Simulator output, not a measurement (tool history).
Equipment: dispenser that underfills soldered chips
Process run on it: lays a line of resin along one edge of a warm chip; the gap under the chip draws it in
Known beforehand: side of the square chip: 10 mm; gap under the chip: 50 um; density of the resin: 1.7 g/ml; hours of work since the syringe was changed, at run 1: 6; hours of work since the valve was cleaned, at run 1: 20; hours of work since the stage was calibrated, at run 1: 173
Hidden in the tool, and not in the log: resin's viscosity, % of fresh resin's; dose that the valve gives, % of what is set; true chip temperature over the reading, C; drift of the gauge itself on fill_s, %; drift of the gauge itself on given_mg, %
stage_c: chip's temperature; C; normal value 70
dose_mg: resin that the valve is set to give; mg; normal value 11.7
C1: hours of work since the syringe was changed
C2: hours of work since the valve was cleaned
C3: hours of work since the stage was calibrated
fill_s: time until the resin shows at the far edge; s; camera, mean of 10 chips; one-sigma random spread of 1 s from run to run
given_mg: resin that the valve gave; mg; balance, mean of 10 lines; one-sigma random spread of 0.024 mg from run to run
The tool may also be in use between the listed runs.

Run 1, hour 0.0: usual settings; C1 6; C2 20; C3 173. Result: fill_s 116.3 s, given_mg 11.59 mg.
At hour 2.9: new syringe of resin.
Run 2, hour 8.7: usual settings; C1 5; C2 26; C3 180. Result: fill_s 112.6 s, given_mg 11.50 mg.
At hour 13.3: new syringe of resin.
Run 3, hour 17.5: usual settings; C1 3; C2 33; C3 186. Result: fill_s 109.4 s, given_mg 11.53 mg.
Run 4, hour 21.1: usual settings but dose_mg 11.8 mg; C1 6; C2 36; C3 189. Result: fill_s 119.6 s, given_mg 11.58 mg.
At hour 24.0: new syringe of resin.
Run 5, hour 26.8: usual settings but dose_mg 11.8 mg; C1 2; C2 40; C3 193. Result: fill_s 108.4 s, given_mg 11.53 mg.
Run 6, hour 33.0: usual settings but dose_mg 11.8 mg; C1 7; C2 45; C3 198. Result: fill_s 126.2 s, given_mg 11.53 mg.
At hour 34.7: new syringe of resin.
At hour 41.2: dispensing valve cleaned and set on the balance.
Run 7, hour 42.0: usual settings but dose_mg 11.8 mg; C1 5; C2 1; C3 205. Result: fill_s 114.3 s, given_mg 11.82 mg.
At hour 46.3: new syringe of resin.
Run 8, hour 49.5: usual settings but dose_mg 11.8 mg; C1 3; C2 6; C3 210. Result: fill_s 106.4 s, given_mg 11.72 mg.
At hour 56.9: new syringe of resin.
Run 9, hour 57.2: usual settings but dose_mg 11.8 mg; C1 0; C2 12; C3 216. Result: fill_s 101.0 s, given_mg 11.74 mg.
Run 10, hour 66.0: usual settings but dose_mg 11.8 mg; C1 7; C2 19; C3 223. Result: fill_s 124.3 s, given_mg 11.70 mg.
At hour 67.4: new syringe of resin.
Run 11, hour 71.2: usual settings but dose_mg 11.8 mg; C1 3; C2 23; C3 227. Result: fill_s 108.9 s, given_mg 11.71 mg.
At hour 77.9: new syringe of resin.
Run 12, hour 78.5: usual settings but dose_mg 11.8 mg; C1 0; C2 29; C3 233. Result: fill_s 103.1 s, given_mg 11.65 mg.
Run 13, hour 84.2: usual settings but stage_c 77 C, dose_mg 12.1 mg; C1 5; C2 33; C3 237. Result: fill_s 80.7 s, given_mg 11.92 mg.
At hour 88.6: new syringe of resin.
Run 14, hour 92.9: usual settings but stage_c 77 C, dose_mg 12.1 mg; C1 3; C2 40; C3 244. Result: fill_s 76.7 s, given_mg 11.87 mg.
At hour 99.3: new syringe of resin.
Run 15, hour 99.9: usual settings but stage_c 61 C, dose_mg 14.7 mg; C1 1; C2 45; C3 249. Result: fill_s 159.9 s, given_mg 14.39 mg.
Run 16, hour 104.8: usual settings but stage_c 58 C, dose_mg 11.3 mg; C1 4; C2 49; C3 253. Result: fill_s 219.7 s, given_mg 11.03 mg.
At hour 107.9: dispensing valve cleaned and set on the balance.
At hour 110.8: new syringe of resin.
Run 17, hour 114.4: usual settings but stage_c 58 C, dose_mg 13.2 mg; C1 3; C2 5; C3 260. Result: fill_s 204.9 s, given_mg 13.22 mg.
Run 18, hour 119.0: usual settings but stage_c 79 C, dose_mg 12.3 mg; C1 7; C2 9; C3 263. Result: fill_s 76.5 s, given_mg 12.26 mg.
At hour 121.2: new syringe of resin.
Run 19, hour 123.8: usual settings but stage_c 79 C, dose_mg 12.3 mg; C1 2; C2 12; C3 267. Result: fill_s 66.9 s, given_mg 12.21 mg.
At hour 132.1: new syringe of resin.
Run 20, hour 132.3: usual settings but stage_c 79 C, dose_mg 12.3 mg; C1 0; C2 19; C3 273. Result: fill_s 63.8 s, given_mg 12.26 mg.
Run 21, hour 136.0: usual settings but stage_c 79 C, dose_mg 12.3 mg; C1 3; C2 22; C3 276. Result: fill_s 70.6 s, given_mg 12.19 mg.
Run 22, hour 140.8: usual settings but stage_c 66 C, dose_mg 11.4 mg; C1 7; C2 25; C3 280. Result: fill_s 154.4 s, given_mg 11.31 mg.
At hour 142.5: new syringe of resin.
Run 23, hour 145.5: usual settings but stage_c 57 C, dose_mg 11.0 mg; C1 2; C2 29; C3 284. Result: fill_s 225.0 s, given_mg 10.87 mg.
Run 24, hour 152.4: usual settings but stage_c 64 C, dose_mg 11.4 mg; C1 8; C2 34; C3 289. Result: fill_s 178.6 s, given_mg 11.25 mg.

Consider 4 possible next runs. They are alternatives, not a sequence: every one starts from the tool as it was left by run 24. What does each give?
At hour 153.5: new syringe of resin.
Run A, hour 158.8: usual settings but dose_mg 11.0 mg; C1 4; C2 39; C3 294. Result: fill_s ?, given_mg ?.
At hour 153.5: new syringe of resin.
Run B, hour 158.8: usual settings but stage_c 64 C, dose_mg 14.3 mg; C1 4; C2 39; C3 294. Result: fill_s ?, given_mg ?.
At hour 153.5: new syringe of resin.
Run C, hour 158.8: usual settings but dose_mg 12.9 mg; C1 4; C2 39; C3 294. Result: fill_s ?, given_mg ?.
At hour 153.5: new syringe of resin.
Run D, hour 158.8: usual settings but stage_c 59 C, dose_mg 10.8 mg; C1 4; C2 39; C3 294. Result: fill_s ?, given_mg ?.

run  fill_s  given_mg
  A   116.7     10.84
  B   155.7     14.10
  C   114.8     12.72
  D   217.8     10.63
The same runs, with their run-to-run variation unchanged, on a tool lacking any hidden condition would have given:
run  fill_s  given_mg
  A    97.0     11.01
  B   129.6     14.31
  C    95.7     12.92
  D   180.3     10.80
